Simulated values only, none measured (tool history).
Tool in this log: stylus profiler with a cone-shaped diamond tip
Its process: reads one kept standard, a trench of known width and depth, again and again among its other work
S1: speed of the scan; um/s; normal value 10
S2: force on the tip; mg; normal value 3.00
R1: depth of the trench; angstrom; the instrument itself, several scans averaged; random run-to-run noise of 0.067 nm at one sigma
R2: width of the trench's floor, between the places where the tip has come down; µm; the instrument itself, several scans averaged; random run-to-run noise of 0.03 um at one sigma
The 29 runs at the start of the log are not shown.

run	hour	S1	S2	R1	R2
30	590.1	9	2.22	2030.3	27.21
31	616.8	9	2.22	2031.1	27.11
32	640.0	16	3.16	2038.9	27.15
33	655.6	7	2.40	2031.6	27.20
34	672.0	7	2.40	2032.4	27.16
35	697.5	28	3.62	2042.8	27.11
36	720.5	28	3.62	2042.1	27.15
37	742.8	5	8.89	2078.5	27.17
38	769.4	5	1.74	2025.1	27.20
39	794.4	10	1.95	2028.9	27.20

Here are 3 independent what-if runs from the current tool condition. What would each one return?
A	807.3	20	5.46	?	?
B	807.3	10	1.06	?	?
C	807.3	35	4.82	?	?

run	R1	R2
A	2056.0	27.14
B	2018.9	27.15
C	2052.9	27.16
What these runs would have given with no unlogged condition in the tool:
run	R1	R2
A	2056.0	27.15
B	2018.8	27.16
C	2052.9	27.17

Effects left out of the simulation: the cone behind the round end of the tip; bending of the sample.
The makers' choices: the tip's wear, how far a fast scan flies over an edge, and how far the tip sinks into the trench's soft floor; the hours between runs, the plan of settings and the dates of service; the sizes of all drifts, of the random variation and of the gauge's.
